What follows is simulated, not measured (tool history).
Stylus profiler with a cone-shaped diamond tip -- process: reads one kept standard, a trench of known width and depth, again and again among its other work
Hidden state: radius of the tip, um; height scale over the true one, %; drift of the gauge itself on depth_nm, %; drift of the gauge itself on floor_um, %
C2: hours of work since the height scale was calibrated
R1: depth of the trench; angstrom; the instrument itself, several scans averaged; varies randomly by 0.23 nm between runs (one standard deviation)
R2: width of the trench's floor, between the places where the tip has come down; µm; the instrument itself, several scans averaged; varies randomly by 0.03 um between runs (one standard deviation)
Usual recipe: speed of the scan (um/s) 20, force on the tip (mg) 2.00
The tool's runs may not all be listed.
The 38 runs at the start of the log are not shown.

Run 39, day 16.183: usual settings but speed of the scan (um/s) 60, force on the tip (mg) 1.79; scans with this tip 5170; C2 468. Result: R1 10107.9 angstrom, R2 23.78 µm.
Run 40, day 16.492: usual settings but speed of the scan (um/s) 10, force on the tip (mg) 2.09; scans with this tip 5209; C2 472. Result: R1 10118.6 angstrom, R2 23.98 µm.
Run 41, day 17.125: usual settings but speed of the scan (um/s) 16, force on the tip (mg) 3.95; scans with this tip 5288; C2 479. Result: R1 10184.2 angstrom, R2 23.93 µm.
Run 42, day 17.504: usual settings but speed of the scan (um/s) 12, force on the tip (mg) 1.09; scans with this tip 5336; C2 483. Result: R1 10078.5 angstrom, R2 23.97 µm.
Run 43, day 17.775: usual settings but speed of the scan (um/s) 5, force on the tip (mg) 2.25; scans with this tip 5370; C2 486. Result: R1 10126.9 angstrom, R2 24.04 µm.
Run 44, day 18.162: usual settings but speed of the scan (um/s) 72, force on the tip (mg) 2.25; scans with this tip 5419; C2 491. Result: R1 10125.5 angstrom, R2 23.86 µm.
Run 45, day 18.567: usual settings but speed of the scan (um/s) 31, force on the tip (mg) 1.39; scans with this tip 5469; C2 495. Result: R1 10091.6 angstrom, R2 23.85 µm.
Run 46, day 19.004: usual settings but speed of the scan (um/s) 10, force on the tip (mg) 2.14; scans with this tip 5524; C2 500. Result: R1 10121.7 angstrom, R2 23.92 µm.
Run 47, day 19.346: usual settings but speed of the scan (um/s) 10, force on the tip (mg) 2.14; scans with this tip 5567; C2 504. Result: R1 10120.1 angstrom, R2 23.99 µm.

Forecast each of these 3 alternatives for the next run:
Run A, day 19.646: usual settings but speed of the scan (um/s) 15, force on the tip (mg) 1.82; scans with this tip 5605; C2 508. Result: R1 ?, R2 ?.
Run B, day 19.646: usual settings but speed of the scan (um/s) 10, force on the tip (mg) 0.80; scans with this tip 5605; C2 508. Result: R1 ?, R2 ?.
Run C, day 19.646: usual settings but speed of the scan (um/s) 13, force on the tip (mg) 4.90; scans with this tip 5605; C2 508. Result: R1 ?, R2 ?.

run       R1     R2
  A  10109.1  23.94
  B  10063.0  24.01
  C  10216.5  23.95
The same runs, with their run-to-run variation unchanged, on a tool lacking any hidden condition would have given:
run       R1     R2
  A  10109.2  23.94
  B  10063.1  24.02
  C  10216.5  23.96
